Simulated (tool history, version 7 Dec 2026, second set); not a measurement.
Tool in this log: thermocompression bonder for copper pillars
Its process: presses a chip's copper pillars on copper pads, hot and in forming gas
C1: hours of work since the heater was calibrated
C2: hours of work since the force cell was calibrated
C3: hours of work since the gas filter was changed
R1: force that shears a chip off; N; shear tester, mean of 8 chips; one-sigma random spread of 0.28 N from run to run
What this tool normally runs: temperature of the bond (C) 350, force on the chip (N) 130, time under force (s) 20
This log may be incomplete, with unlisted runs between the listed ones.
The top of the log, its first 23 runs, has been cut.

Run 24, day 9.517: usual settings but force on the chip (N) 144; C1 163; C2 590; C3 431. Result: R1 68.6 N.
Run 25, day 9.8: usual settings but temperature of the bond (C) 323, force on the chip (N) 158, time under force (s) 21; C1 166; C2 593; C3 434. Result: R1 58.7 N.
Run 26, day 10.062: usual settings but force on the chip (N) 169; C1 168; C2 596; C3 437. Result: R1 75.9 N.
Run 27, day 10.425: usual settings but force on the chip (N) 169; C1 172; C2 600; C3 441. Result: R1 75.8 N.
Run 28, day 10.779: usual settings but force on the chip (N) 78, time under force (s) 46; C1 176; C2 604; C3 444. Result: R1 59.6 N.
Run 29, day 11.175: usual settings but force on the chip (N) 96; C1 180; C2 608; C3 449. Result: R1 51.3 N.
Run 30, day 11.504: usual settings but force on the chip (N) 96; C1 184; C2 611; C3 452. Result: R1 50.9 N.
Run 31, day 11.958: usual settings but force on the chip (N) 115; C1 189; C2 616; C3 457. Result: R1 58.5 N.
Run 32, day 12.233: usual settings but force on the chip (N) 115; C1 191; C2 619; C3 460. Result: R1 58 N.
Run 33, day 12.471: usual settings but temperature of the bond (C) 324, force on the chip (N) 145; C1 194; C2 622; C3 462. Result: R1 54.6 N.
Run 34, day 12.833: usual settings but temperature of the bond (C) 371, force on the chip (N) 84; C1 198; C2 625; C3 466. Result: R1 56.2 N.
Run 35, day 13.192: usual settings but temperature of the bond (C) 366, force on the chip (N) 158, time under force (s) 36; C1 202; C2 629; C3 470. Result: R1 95.4 N.
At day 13.592: forming gas filter changed.
Run 36, day 13.742: usual settings but temperature of the bond (C) 366, force on the chip (N) 158, time under force (s) 36; C1 207; C2 635; C3 2. Result: R1 99.4 N.
Run 37, day 13.983: usual settings but temperature of the bond (C) 363; C1 210; C2 637; C3 4. Result: R1 73.6 N.
Run 38, day 14.312: usual settings but temperature of the bond (C) 363; C1 213; C2 641; C3 8. Result: R1 74.1 N.
Run 39, day 14.592: usual settings but temperature of the bond (C) 330, force on the chip (N) 85, time under force (s) 18; C1 216; C2 644; C3 11. Result: R1 37.3 N.
Run 40, day 15.071: usual settings but temperature of the bond (C) 363, force on the chip (N) 127, time under force (s) 24; C1 221; C2 649; C3 16. Result: R1 76.4 N.
Run 41, day 15.375: usual settings but temperature of the bond (C) 361, force on the chip (N) 159, time under force (s) 32; C1 225; C2 652; C3 19. Result: R1 94.8 N.

Consider 3 possible next runs. They are alternatives, not a sequence: every one starts from the tool as it was left by run 41. What does each give?
Run A, day 15.733: usual settings but temperature of the bond (C) 334, force on the chip (N) 117, time under force (s) 37; C1 228; C2 656; C3 23. Result: R1 ?.
Run B, day 15.733: usual settings but force on the chip (N) 129, time under force (s) 28; C1 228; C2 656; C3 23. Result: R1 ?.
Run C, day 15.733: usual settings but time under force (s) 24; C1 228; C2 656; C3 23. Result: R1 ?.

run    R1
  A  66.2
  B  74.4
  C  70.7
Without the tool's hidden state the same runs would have given:
run    R1
  A  64.2
  B  72.3
  C  68.7
